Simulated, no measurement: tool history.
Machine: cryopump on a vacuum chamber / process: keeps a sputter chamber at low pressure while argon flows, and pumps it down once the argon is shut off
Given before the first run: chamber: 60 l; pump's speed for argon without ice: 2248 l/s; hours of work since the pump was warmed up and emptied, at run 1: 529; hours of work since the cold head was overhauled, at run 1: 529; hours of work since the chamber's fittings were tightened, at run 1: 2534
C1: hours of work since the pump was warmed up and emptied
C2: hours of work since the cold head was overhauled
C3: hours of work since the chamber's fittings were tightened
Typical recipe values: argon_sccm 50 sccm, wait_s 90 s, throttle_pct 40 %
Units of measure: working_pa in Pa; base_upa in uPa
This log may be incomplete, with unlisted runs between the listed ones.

{"run": 1, "hour": 0.0, "argon_sccm": 50, "wait_s": 90, "throttle_pct": 40, "C1": 529, "C2": 529, "C3": 2534, "working_pa": 0.1003, "base_upa": 1.45}
{"run": 2, "hour": 61.0, "argon_sccm": 50, "wait_s": 90, "throttle_pct": 52, "C1": 583, "C2": 583, "C3": 2588, "working_pa": 0.0792, "base_upa": 1.53}
{"run": 3, "hour": 140.6, "argon_sccm": 50, "wait_s": 90, "throttle_pct": 52, "C1": 654, "C2": 654, "C3": 2658, "working_pa": 0.0799, "base_upa": 1.59}
{"run": 4, "hour": 221.3, "argon_sccm": 50, "wait_s": 90, "throttle_pct": 52, "C1": 726, "C2": 726, "C3": 2730, "working_pa": 0.0812, "base_upa": 1.75}
{"run": 5, "hour": 323.8, "argon_sccm": 50, "wait_s": 90, "throttle_pct": 52, "C1": 817, "C2": 817, "C3": 2821, "working_pa": 0.0824, "base_upa": 1.72}
{"hour": 376.7, "done": "leaking fittings of the chamber tightened, without venting"}
{"run": 6, "hour": 391.5, "argon_sccm": 50, "wait_s": 90, "throttle_pct": 25, "C1": 875, "C2": 875, "C3": 13, "working_pa": 0.1613, "base_upa": 0.68}
{"run": 7, "hour": 480.5, "argon_sccm": 50, "wait_s": 90, "throttle_pct": 25, "C1": 954, "C2": 954, "C3": 92, "working_pa": 0.1622, "base_upa": 0.66}
{"hour": 558.6, "done": "pump warmed up, emptied and cooled again"}
{"run": 8, "hour": 598.3, "argon_sccm": 50, "wait_s": 90, "throttle_pct": 40, "C1": 35, "C2": 1054, "C3": 192, "working_pa": 0.0957, "base_upa": 0.65}
{"run": 9, "hour": 668.7, "argon_sccm": 50, "wait_s": 90, "throttle_pct": 40, "C1": 98, "C2": 1117, "C3": 255, "working_pa": 0.0953, "base_upa": 0.66}
{"run": 10, "hour": 758.9, "argon_sccm": 50, "wait_s": 119, "throttle_pct": 40, "C1": 178, "C2": 1197, "C3": 335, "working_pa": 0.0959, "base_upa": 0.58}
{"run": 11, "hour": 835.3, "argon_sccm": 50, "wait_s": 119, "throttle_pct": 40, "C1": 246, "C2": 1265, "C3": 403, "working_pa": 0.0973, "base_upa": 0.62}
{"run": 12, "hour": 933.0, "argon_sccm": 97, "wait_s": 90, "throttle_pct": 40, "C1": 332, "C2": 1352, "C3": 490, "working_pa": 0.1919, "base_upa": 0.74}
{"run": 13, "hour": 1035.8, "argon_sccm": 97, "wait_s": 90, "throttle_pct": 54, "C1": 424, "C2": 1443, "C3": 581, "working_pa": 0.1465, "base_upa": 0.81}
{"run": 14, "hour": 1138.5, "argon_sccm": 50, "wait_s": 90, "throttle_pct": 39, "C1": 515, "C2": 1534, "C3": 672, "working_pa": 0.1026, "base_upa": 0.86}
{"run": 15, "hour": 1211.6, "argon_sccm": 50, "wait_s": 87, "throttle_pct": 39, "C1": 580, "C2": 1599, "C3": 737, "working_pa": 0.1036, "base_upa": 0.91}
{"run": 16, "hour": 1262.7, "argon_sccm": 50, "wait_s": 87, "throttle_pct": 39, "C1": 625, "C2": 1644, "C3": 782, "working_pa": 0.1041, "base_upa": 0.91}
{"run": 17, "hour": 1326.3, "argon_sccm": 50, "wait_s": 87, "throttle_pct": 39, "C1": 682, "C2": 1701, "C3": 839, "working_pa": 0.1062, "base_upa": 1.05}
{"run": 18, "hour": 1380.5, "argon_sccm": 50, "wait_s": 87, "throttle_pct": 39, "C1": 730, "C2": 1749, "C3": 887, "working_pa": 0.1069, "base_upa": 0.96}
{"run": 19, "hour": 1483.2, "argon_sccm": 32, "wait_s": 202, "throttle_pct": 32, "C1": 821, "C2": 1840, "C3": 978, "working_pa": 0.0826, "base_upa": 0.75}
{"run": 20, "hour": 1595.3, "argon_sccm": 32, "wait_s": 202, "throttle_pct": 32, "C1": 921, "C2": 1940, "C3": 1078, "working_pa": 0.0831, "base_upa": 0.86}
{"run": 21, "hour": 1683.5, "argon_sccm": 52, "wait_s": 90, "throttle_pct": 32, "C1": 999, "C2": 2018, "C3": 1156, "working_pa": 0.1383, "base_upa": 1.14}
{"hour": 1717.5, "done": "pump warmed up, emptied and cooled again"}
{"run": 22, "hour": 1739.6, "argon_sccm": 60, "wait_s": 23, "throttle_pct": 30, "C1": 20, "C2": 2063, "C3": 1201, "working_pa": 0.1535, "base_upa": 2.41}
{"run": 23, "hour": 1802.7, "argon_sccm": 37, "wait_s": 94, "throttle_pct": 21, "C1": 76, "C2": 2119, "C3": 1257, "working_pa": 0.1334, "base_upa": 0.98}
{"run": 24, "hour": 1851.4, "argon_sccm": 85, "wait_s": 94, "throttle_pct": 21, "C1": 119, "C2": 2163, "C3": 1301, "working_pa": 0.3069, "base_upa": 1}
{"run": 25, "hour": 1948.3, "argon_sccm": 85, "wait_s": 94, "throttle_pct": 21, "C1": 205, "C2": 2249, "C3": 1387, "working_pa": 0.3116, "base_upa": 1.03}
{"run": 26, "hour": 2061.2, "argon_sccm": 50, "wait_s": 120, "throttle_pct": 23, "C1": 305, "C2": 2349, "C3": 1487, "working_pa": 0.1692, "base_upa": 0.99}
{"run": 27, "hour": 2150.7, "argon_sccm": 36, "wait_s": 253, "throttle_pct": 20, "C1": 385, "C2": 2429, "C3": 1566, "working_pa": 0.1396, "base_upa": 0.84}
{"run": 28, "hour": 2257.8, "argon_sccm": 50, "wait_s": 107, "throttle_pct": 23, "C1": 480, "C2": 2524, "C3": 1662, "working_pa": 0.1704, "base_upa": 1.1}
{"run": 29, "hour": 2360.5, "argon_sccm": 67, "wait_s": 107, "throttle_pct": 23, "C1": 571, "C2": 2615, "C3": 1753, "working_pa": 0.2316, "base_upa": 1.16}
{"run": 30, "hour": 2408.7, "argon_sccm": 50, "wait_s": 90, "throttle_pct": 22, "C1": 614, "C2": 2658, "C3": 1796, "working_pa": 0.1824, "base_upa": 1.23}

What will run 31 give?
{"run": 31, "hour": 2523.8, "argon_sccm": 25, "wait_s": 90, "throttle_pct": 44, "C1": 716, "C2": 2760, "C3": 1898, "working_pa": "?", "base_upa": "?"}

{"run 31": {"working_pa": 0.0493, "base_upa": 1.37}}
Minus the tool's unlogged condition, the same run would have read working_pa 0.044 Pa, base_upa 0.61 uPa.
